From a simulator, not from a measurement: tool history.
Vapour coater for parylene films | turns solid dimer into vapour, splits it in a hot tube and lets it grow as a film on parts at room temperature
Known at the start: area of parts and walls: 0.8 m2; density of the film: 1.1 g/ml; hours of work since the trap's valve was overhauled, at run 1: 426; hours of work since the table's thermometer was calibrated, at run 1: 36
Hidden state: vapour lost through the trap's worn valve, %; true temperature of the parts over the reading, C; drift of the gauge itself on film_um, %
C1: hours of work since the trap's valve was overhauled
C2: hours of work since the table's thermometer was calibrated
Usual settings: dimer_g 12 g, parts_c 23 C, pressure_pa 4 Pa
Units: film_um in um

Run 1, hour 0: usual settings; C1 426; C2 36. Result: film_um 6.61 um.
Run 2, hour 14.4: usual settings but pressure_pa 2.23 Pa; C1 433; C2 43. Result: film_um 6.99 um.
Run 3, hour 30: usual settings but pressure_pa 2.23 Pa; C1 440; C2 50. Result: film_um 6.95 um.
At hour 53.4: trap's valve overhauled.
Run 4, hour 56.1: usual settings; C1 1; C2 61. Result: film_um 7.51 um.
Run 5, hour 76.1: usual settings; C1 11; C2 70. Result: film_um 7.6 um.
Run 6, hour 86.8: usual settings; C1 16; C2 75. Result: film_um 7.58 um.
Run 7, hour 100.4: usual settings; C1 22; C2 81. Result: film_um 7.55 um.
Run 8, hour 111.8: usual settings but dimer_g 18 g; C1 27; C2 87. Result: film_um 11.37 um.
Run 9, hour 125.9: usual settings but dimer_g 13 g; C1 34; C2 93. Result: film_um 8.05 um.
Run 10, hour 141.2: usual settings; C1 41; C2 101. Result: film_um 7.62 um.
Run 11, hour 154.7: usual settings; C1 48; C2 107. Result: film_um 7.51 um.
Run 12, hour 171.4: usual settings; C1 55; C2 115. Result: film_um 7.46 um.
Run 13, hour 192.5: usual settings; C1 65; C2 125. Result: film_um 7.51 um.
Run 14, hour 203.1: usual settings but pressure_pa 3.65 Pa; C1 70; C2 130. Result: film_um 7.56 um.
Run 15, hour 218.1: usual settings but pressure_pa 3.65 Pa; C1 77; C2 137. Result: film_um 7.5 um.
Run 16, hour 239.9: usual settings but pressure_pa 3.65 Pa; C1 88; C2 147. Result: film_um 7.49 um.
Run 17, hour 253.9: usual settings but parts_c 34 C; C1 94; C2 154. Result: film_um 5.93 um.
Run 18, hour 270.7: usual settings but parts_c 32 C, pressure_pa 3.66 Pa; C1 102; C2 161. Result: film_um 6.1 um.
Run 19, hour 290: usual settings but dimer_g 7 g, pressure_pa 8.26 Pa; C1 111; C2 170. Result: film_um 3.95 um.
Run 20, hour 309.7: usual settings but dimer_g 7 g, pressure_pa 8.26 Pa; C1 120; C2 180. Result: film_um 3.9 um.
Run 21, hour 322.9: usual settings but dimer_g 7 g, pressure_pa 8.26 Pa; C1 127; C2 186. Result: film_um 3.93 um.
Run 22, hour 332.6: usual settings but pressure_pa 3.34 Pa; C1 131; C2 190. Result: film_um 7.43 um.
Run 23, hour 351.7: usual settings but pressure_pa 3.34 Pa; C1 140; C2 199. Result: film_um 7.27 um.
Run 24, hour 362.5: usual settings but dimer_g 9 g, parts_c 18 C, pressure_pa 11.73 Pa; C1 145; C2 205. Result: film_um 5.37 um.
Run 25, hour 381.9: usual settings but parts_c 19 C, pressure_pa 2.23 Pa; C1 154; C2 214. Result: film_um 8.48 um.
Run 26, hour 397.3: usual settings but parts_c 19 C, pressure_pa 2.23 Pa; C1 161; C2 221. Result: film_um 8.47 um.
Run 27, hour 408.4: usual settings but parts_c 19 C, pressure_pa 2.23 Pa; C1 167; C2 226. Result: film_um 8.4 um.

Hidden state or all else? Some run-to-run changes of film_um, split into what the settings, what came in and random variation would give without the hidden state, and what is left for the hidden state (with any gauge scatter that isn't in both results):
Run 3 -> 4: pressure_pa 2.23 -> 4, trap's valve overhauled. film_um +0.56 um: hidden state +1.07, all else -0.51.
Run 7 -> 8: dimer_g 12 -> 18. film_um +3.82 um: hidden state -0.04, all else +3.86.
Run 21 -> 22: dimer_g 7 -> 12, pressure_pa 8.26 -> 3.34. film_um +3.5 um: hidden state -0.16, all else +3.66.
Run 24 -> 25: dimer_g 9 -> 12, parts_c 18 -> 19, pressure_pa 11.73 -> 2.23. film_um +3.11 um: hidden state -0.17, all else +3.28.

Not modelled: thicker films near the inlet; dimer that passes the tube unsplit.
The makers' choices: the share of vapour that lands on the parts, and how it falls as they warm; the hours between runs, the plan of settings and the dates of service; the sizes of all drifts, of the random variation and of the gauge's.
